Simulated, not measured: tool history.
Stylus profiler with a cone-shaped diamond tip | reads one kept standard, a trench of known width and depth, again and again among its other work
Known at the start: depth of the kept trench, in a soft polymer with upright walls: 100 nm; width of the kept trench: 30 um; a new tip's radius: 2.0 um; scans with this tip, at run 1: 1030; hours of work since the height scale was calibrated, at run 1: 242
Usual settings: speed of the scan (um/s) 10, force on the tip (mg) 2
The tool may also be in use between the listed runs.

run,day,speed of the scan (um/s),force on the tip (mg),scans with this tip,hours of work since the height scale was calibrated,depth of the trench (Å),width of the trench's floor (um)
1,0,10,2,1030,242,1013.5,28.62
2,0.608,23,2,1057,249,1014.7,28.58
3,1.167,5,2,1083,255,1013.9,28.64
4,1.788,10,0.72,1111,261,1007.1,28.61
5,2.312,23,2,1135,267,1014.7,28.58
6,2.879,10,4.92,1161,273,1024.8,28.68
7,3.446,10,4.92,1187,279,1025,28.66
# day 3.517: height scale calibrated on a step standard
8,3.821,10,4.92,1204,3,1025.5,28.61
9,4.121,10,4.92,1217,7,1025.3,28.67
10,4.5,3,2.45,1235,11,1016.4,28.67
11,5.05,3,5.49,1260,17,1027.8,28.68
# day 5.579: height scale calibrated on a step standard, once more
12,5.596,15,4.65,1284,0,1023.4,28.65
13,6.046,6,2.65,1304,5,1015.8,28.65
14,6.367,6,2.65,1319,8,1016.6,28.62

5 ways to go on from here, each from the tool as it stands after run 14. What would each give?
A,7.012,6,1.63,1349,15,?,?
B,7.012,18,1.04,1349,15,?,?
C,7.012,11,1.69,1349,15,?,?
D,7.012,19,2.19,1349,15,?,?
E,7.012,13,1.52,1349,15,?,?

run,depth of the trench (Å),width of the trench's floor (um)
A,1011.6,28.59
B,1008.8,28.54
C,1011.9,28.65
D,1014.2,28.59
E,1010.7,28.61
Without the tool's hidden state the same runs would have given:
run,depth of the trench (Å),width of the trench's floor (um)
A,1011.7,28.7
B,1008.9,28.65
C,1012,28.76
D,1014.4,28.7
E,1010.9,28.72
